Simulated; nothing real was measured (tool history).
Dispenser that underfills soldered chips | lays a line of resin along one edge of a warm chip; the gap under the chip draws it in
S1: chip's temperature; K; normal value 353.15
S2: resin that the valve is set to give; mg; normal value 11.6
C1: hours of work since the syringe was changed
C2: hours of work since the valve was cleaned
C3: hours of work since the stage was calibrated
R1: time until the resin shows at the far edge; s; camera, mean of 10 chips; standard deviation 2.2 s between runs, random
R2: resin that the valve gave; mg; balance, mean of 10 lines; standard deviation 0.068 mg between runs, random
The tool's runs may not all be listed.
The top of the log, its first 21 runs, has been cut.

{"day": 8.183, "done": "new syringe of resin"}
{"run": 22, "day": 8.379, "S1": 349.15, "S2": 12.3, "C1": 3, "C2": 74, "C3": 302, "R1": 263, "R2": 11.58}
{"day": 8.642, "done": "new syringe of resin"}
{"run": 23, "day": 8.879, "S1": 349.15, "S2": 12.3, "C1": 4, "C2": 82, "C3": 310, "R1": 267.2, "R2": 11.56}
{"day": 9.083, "done": "new syringe of resin"}
{"run": 24, "day": 9.183, "S1": 349.15, "S2": 12.3, "C1": 2, "C2": 86, "C3": 315, "R1": 248.2, "R2": 11.62}
{"day": 9.533, "done": "new syringe of resin"}
{"run": 25, "day": 9.692, "S1": 347.15, "S2": 11.4, "C1": 2, "C2": 94, "C3": 322, "R1": 278.1, "R2": 10.65}
{"day": 10.004, "done": "new syringe of resin"}
{"run": 26, "day": 10.067, "S1": 347.15, "S2": 11.4, "C1": 1, "C2": 100, "C3": 328, "R1": 271.1, "R2": 10.69}
{"day": 10.271, "done": "dispensing valve cleaned and set on the balance"}
{"run": 27, "day": 10.404, "S1": 347.15, "S2": 11.4, "C1": 6, "C2": 2, "C3": 333, "R1": 303.2, "R2": 11.48}
{"day": 10.488, "done": "new syringe of resin"}
{"day": 10.925, "done": "new syringe of resin"}
{"run": 28, "day": 10.95, "S1": 343.15, "S2": 14.4, "C1": 0, "C2": 10, "C3": 341, "R1": 300.4, "R2": 14.19}
{"day": 11.375, "done": "new syringe of resin"}
{"run": 29, "day": 11.496, "S1": 343.15, "S2": 14.4, "C1": 2, "C2": 19, "C3": 349, "R1": 311.2, "R2": 14.08}
{"day": 11.829, "done": "new syringe of resin"}
{"run": 30, "day": 12.025, "S1": 343.15, "S2": 14.4, "C1": 3, "C2": 27, "C3": 357, "R1": 329, "R2": 14.1}
{"day": 12.292, "done": "new syringe of resin"}
{"run": 31, "day": 12.583, "S1": 343.15, "S2": 14.4, "C1": 5, "C2": 35, "C3": 366, "R1": 334.9, "R2": 14.13}

Here are 4 independent what-if runs from the current tool condition. What would each one return?
{"day": 12.75, "done": "new syringe of resin"}
{"run": "A", "day": 12.971, "S1": 366.15, "S2": 14.3, "C1": 3, "C2": 41, "C3": 372, "R1": "?", "R2": "?"}
{"day": 12.75, "done": "new syringe of resin"}
{"run": "B", "day": 12.971, "S1": 354.15, "S2": 11.6, "C1": 3, "C2": 41, "C3": 372, "R1": "?", "R2": "?"}
{"day": 12.75, "done": "new syringe of resin"}
{"run": "C", "day": 12.971, "S1": 345.15, "S2": 10.6, "C1": 3, "C2": 41, "C3": 372, "R1": "?", "R2": "?"}
{"day": 12.75, "done": "new syringe of resin"}
{"run": "D", "day": 12.971, "S1": 353.15, "S2": 12.5, "C1": 3, "C2": 41, "C3": 372, "R1": "?", "R2": "?"}

run=A R1=125 R2=13.9
run=B R1=213.6 R2=11.32
run=C R1=320.4 R2=10.35
run=D R1=219.4 R2=12.16
What these runs would have given with no unlogged condition in the tool:
run=A R1=120.7 R2=14.28
run=B R1=206.5 R2=11.62
run=C R1=310.4 R2=10.62
run=D R1=212.7 R2=12.49

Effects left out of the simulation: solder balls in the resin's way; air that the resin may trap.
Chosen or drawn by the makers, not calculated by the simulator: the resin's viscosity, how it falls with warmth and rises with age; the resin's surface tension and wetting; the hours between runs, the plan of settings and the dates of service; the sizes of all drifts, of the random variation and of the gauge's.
